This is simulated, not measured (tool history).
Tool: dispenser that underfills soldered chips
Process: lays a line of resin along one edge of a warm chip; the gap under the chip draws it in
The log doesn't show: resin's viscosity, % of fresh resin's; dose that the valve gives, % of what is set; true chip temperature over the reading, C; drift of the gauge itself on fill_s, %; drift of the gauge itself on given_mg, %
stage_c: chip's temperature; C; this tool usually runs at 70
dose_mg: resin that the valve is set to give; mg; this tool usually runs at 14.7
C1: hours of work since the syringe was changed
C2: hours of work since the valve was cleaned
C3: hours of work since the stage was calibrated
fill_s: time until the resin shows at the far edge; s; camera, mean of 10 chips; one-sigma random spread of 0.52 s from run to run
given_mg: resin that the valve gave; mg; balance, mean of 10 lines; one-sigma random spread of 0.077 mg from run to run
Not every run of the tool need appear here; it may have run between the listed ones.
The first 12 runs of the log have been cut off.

{"day": 4.979, "done": "new syringe of resin"}
{"run": 13, "day": 5.338, "stage_c": 70, "dose_mg": 13.9, "C1": 6, "C2": 70, "C3": 200, "fill_s": 65.9, "given_mg": 13.23}
{"day": 5.617, "done": "new syringe of resin"}
{"run": 14, "day": 5.617, "stage_c": 60, "dose_mg": 14.7, "C1": 0, "C2": 75, "C3": 205, "fill_s": 64.7, "given_mg": 14.15}
{"run": 15, "day": 6.108, "stage_c": 70, "dose_mg": 14.7, "C1": 9, "C2": 84, "C3": 213, "fill_s": 73.7, "given_mg": 13.97}
{"day": 6.238, "done": "new syringe of resin"}
{"day": 6.375, "done": "dispensing valve cleaned and set on the balance"}
{"run": 16, "day": 6.429, "stage_c": 70, "dose_mg": 14.7, "C1": 3, "C2": 1, "C3": 218, "fill_s": 51.7, "given_mg": 14.63}
{"day": 6.929, "done": "new syringe of resin"}
{"run": 17, "day": 7.067, "stage_c": 79, "dose_mg": 14.7, "C1": 2, "C2": 12, "C3": 229, "fill_s": 36.6, "given_mg": 14.57}
{"day": 7.538, "done": "new syringe of resin"}
{"run": 18, "day": 7.629, "stage_c": 79, "dose_mg": 13.7, "C1": 2, "C2": 22, "C3": 239, "fill_s": 36.3, "given_mg": 13.44}
{"run": 19, "day": 7.992, "stage_c": 71, "dose_mg": 14.7, "C1": 8, "C2": 28, "C3": 246, "fill_s": 70.5, "given_mg": 14.54}
{"day": 8.146, "done": "new syringe of resin"}
{"run": 20, "day": 8.308, "stage_c": 65, "dose_mg": 17.5, "C1": 3, "C2": 34, "C3": 251, "fill_s": 61, "given_mg": 17.1}
{"run": 21, "day": 8.604, "stage_c": 74, "dose_mg": 13.8, "C1": 8, "C2": 39, "C3": 256, "fill_s": 62.7, "given_mg": 13.39}
{"day": 8.808, "done": "new syringe of resin"}
{"run": 22, "day": 9.042, "stage_c": 74, "dose_mg": 13.8, "C1": 4, "C2": 47, "C3": 264, "fill_s": 50.5, "given_mg": 13.44}
{"day": 9.421, "done": "new syringe of resin"}
{"run": 23, "day": 9.538, "stage_c": 68, "dose_mg": 18.8, "C1": 2, "C2": 55, "C3": 272, "fill_s": 52.3, "given_mg": 18.16}
{"day": 10.042, "done": "new syringe of resin"}
{"run": 24, "day": 10.146, "stage_c": 68, "dose_mg": 18.8, "C1": 2, "C2": 66, "C3": 283, "fill_s": 53.3, "given_mg": 18.06}
{"run": 25, "day": 10.621, "stage_c": 70, "dose_mg": 18.3, "C1": 10, "C2": 74, "C3": 291, "fill_s": 82, "given_mg": 17.53}
{"day": 10.667, "done": "new syringe of resin"}
{"run": 26, "day": 11.083, "stage_c": 83, "dose_mg": 15.6, "C1": 7, "C2": 82, "C3": 299, "fill_s": 44.3, "given_mg": 14.9}
{"day": 11.3, "done": "new syringe of resin"}
{"day": 11.4, "done": "dispensing valve cleaned and set on the balance"}
{"run": 27, "day": 11.446, "stage_c": 72, "dose_mg": 18.5, "C1": 2, "C2": 1, "C3": 305, "fill_s": 45.9, "given_mg": 18.54}
{"day": 11.958, "done": "new syringe of resin"}
{"run": 28, "day": 11.958, "stage_c": 70, "dose_mg": 17.6, "C1": 0, "C2": 10, "C3": 314, "fill_s": 44.6, "given_mg": 17.5}
{"run": 29, "day": 12.4, "stage_c": 58, "dose_mg": 12.9, "C1": 8, "C2": 18, "C3": 322, "fill_s": 119.4, "given_mg": 12.91}
{"day": 12.588, "done": "new syringe of resin"}
{"day": 12.825, "done": "stage's temperature calibrated"}
{"run": 30, "day": 12.912, "stage_c": 80, "dose_mg": 16.8, "C1": 5, "C2": 26, "C3": 2, "fill_s": 41.1, "given_mg": 16.58}
{"day": 13.271, "done": "new syringe of resin"}
{"run": 31, "day": 13.404, "stage_c": 80, "dose_mg": 16.8, "C1": 2, "C2": 34, "C3": 10, "fill_s": 34, "given_mg": 16.41}
{"run": 32, "day": 13.754, "stage_c": 78, "dose_mg": 17.1, "C1": 9, "C2": 40, "C3": 16, "fill_s": 54.1, "given_mg": 16.67}
{"day": 13.917, "done": "new syringe of resin"}
{"run": 33, "day": 14.321, "stage_c": 73, "dose_mg": 18.6, "C1": 7, "C2": 50, "C3": 26, "fill_s": 57.8, "given_mg": 18.03}
{"day": 14.538, "done": "new syringe of resin"}
{"run": 34, "day": 14.708, "stage_c": 73, "dose_mg": 18.6, "C1": 3, "C2": 57, "C3": 33, "fill_s": 44.7, "given_mg": 17.99}

Branching from run 34: 5 alternative next runs. What would each branch give?
{"run": "A", "day": 15.042, "stage_c": 57, "dose_mg": 15.2, "C1": 9, "C2": 63, "C3": 39, "fill_s": "?", "given_mg": "?"}
{"run": "B", "day": 15.042, "stage_c": 78, "dose_mg": 18.6, "C1": 9, "C2": 63, "C3": 39, "fill_s": "?", "given_mg": "?"}
{"run": "C", "day": 15.042, "stage_c": 76, "dose_mg": 14.5, "C1": 9, "C2": 63, "C3": 39, "fill_s": "?", "given_mg": "?"}
{"run": "D", "day": 15.042, "stage_c": 58, "dose_mg": 12.7, "C1": 9, "C2": 63, "C3": 39, "fill_s": "?", "given_mg": "?"}
{"run": "E", "day": 15.042, "stage_c": 72, "dose_mg": 13.3, "C1": 9, "C2": 63, "C3": 39, "fill_s": "?", "given_mg": "?"}

run=A fill_s=120 given_mg=14.64
run=B fill_s=53.6 given_mg=17.84
run=C fill_s=59.4 given_mg=13.95
run=D fill_s=121 given_mg=12.3
run=E fill_s=70.5 given_mg=12.92
Without the tool's unlogged condition, the same runs would have read:
run=A fill_s=70.7 given_mg=15.16
run=B fill_s=31.6 given_mg=18.48
run=C fill_s=35 given_mg=14.44
run=D fill_s=70.8 given_mg=12.73
run=E fill_s=41.3 given_mg=13.38

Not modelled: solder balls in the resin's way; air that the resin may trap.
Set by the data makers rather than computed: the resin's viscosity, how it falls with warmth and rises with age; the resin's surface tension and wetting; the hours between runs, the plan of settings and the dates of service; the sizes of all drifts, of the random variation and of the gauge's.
